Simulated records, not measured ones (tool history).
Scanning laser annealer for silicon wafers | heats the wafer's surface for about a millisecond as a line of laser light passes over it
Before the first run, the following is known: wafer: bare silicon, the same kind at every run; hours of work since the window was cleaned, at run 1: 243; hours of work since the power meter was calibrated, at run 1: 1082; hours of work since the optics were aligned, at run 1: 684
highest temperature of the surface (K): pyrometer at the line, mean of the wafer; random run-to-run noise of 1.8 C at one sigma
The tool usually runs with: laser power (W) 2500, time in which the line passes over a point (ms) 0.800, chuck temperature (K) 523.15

run	hour	laser power (W)	time in which the line passes over a point (ms)	chuck temperature (K)	hours of work since the window was cleaned	hours of work since the power meter was calibrated	hours of work since the optics were aligned	highest temperature of the surface (K)
1	0.0	2500	0.800	523.15	243	1082	684	1242.15
2	37.3	2500	0.800	523.15	271	1110	712	1241.15
3	71.3	2500	0.800	523.15	296	1135	737	1239.15
4	103.1	2500	0.800	523.15	320	1159	761	1237.15
5	133.9	2500	0.800	526.15	343	1182	784	1239.15
6	167.6	2500	0.800	526.15	368	1207	809	1240.15
7	204.5	2500	0.800	526.15	395	1234	836	1238.15
8	238.1	2500	0.800	526.15	420	1259	861	1234.15
9	273.6	2500	0.800	526.15	446	1285	887	1231.15
10	300.1	2500	0.800	526.15	466	1305	907	1230.15
11	336.9	2500	0.800	523.15	493	1332	934	1226.15
12	365.3	2500	0.800	523.15	514	1354	955	1224.15
13	392.7	2500	0.800	523.15	535	1374	976	1225.15
# hour 396.3: window over the wafer cleaned
14	417.0	2500	0.800	523.15	15	1390	992	1258.15
15	446.3	2500	0.800	523.15	37	1412	1014	1254.15
16	485.8	2500	0.800	528.15	66	1441	1043	1257.15
17	524.4	2500	0.800	534.15	95	1470	1072	1261.15
18	557.4	2500	0.800	534.15	120	1495	1097	1259.15
19	590.0	2500	0.800	534.15	144	1519	1121	1258.15
20	618.2	2372	0.800	523.15	165	1540	1142	1202.15
21	637.9	2626	0.724	533.15	179	1554	1156	1266.15
22	666.0	2247	0.650	523.15	200	1575	1177	1102.15
23	700.3	2360	0.946	525.15	226	1601	1203	1250.15
24	718.8	2579	0.721	552.15	239	1614	1216	1263.15
25	750.5	2534	0.800	523.15	263	1638	1240	1252.15
# hour 781.6: optics aligned, line set to its width
26	785.2	2478	0.790	501.15	285	1660	3	1215.15
27	824.3	2478	0.790	501.15	314	1689	32	1215.15
28	853.3	2267	0.780	523.15	336	1711	53	1159.15
29	886.6	2380	0.728	523.15	360	1735	78	1177.15
30	906.4	2380	0.728	523.15	375	1750	93	1176.15
31	931.9	2380	0.728	523.15	394	1769	112	1172.15
32	969.7	2329	0.729	516.15	422	1797	140	1149.15
33	987.9	2610	0.609	515.15	435	1811	153	1185.15
34	1010.3	2500	0.800	499.15	452	1827	170	1215.15
35	1032.6	2346	0.611	510.15	469	1844	186	1098.15
36	1065.3	2138	0.611	539.15	493	1868	211	1063.15
37	1084.7	2691	0.585	523.15	507	1882	225	1202.15
38	1118.3	2354	0.871	547.15	532	1907	250	1230.15
# hour 1125.2: window over the wafer cleaned
39	1159.7	2446	0.980	544.15	26	1937	279	1329.15
40	1178.6	2446	0.980	544.15	40	1951	293	1329.15

Below are 5 alternative next runs, each starting from the tool's condition after run 40. Predict each:
A	1211.0	2446	0.980	490.15	64	1975	317	?
B	1211.0	2500	0.617	558.15	64	1975	317	?
C	1211.0	2422	0.687	561.15	64	1975	317	?
D	1211.0	2306	0.980	509.15	64	1975	317	?
E	1211.0	2500	0.800	512.15	64	1975	317	?

run	highest temperature of the surface (K)
A	1276.15
B	1215.15
C	1223.15
D	1237.15
E	1249.15
Without the tool's hidden state the same runs would have given:
run	highest temperature of the surface (K)
A	1279.15
B	1217.15
C	1226.15
D	1240.15
E	1252.15
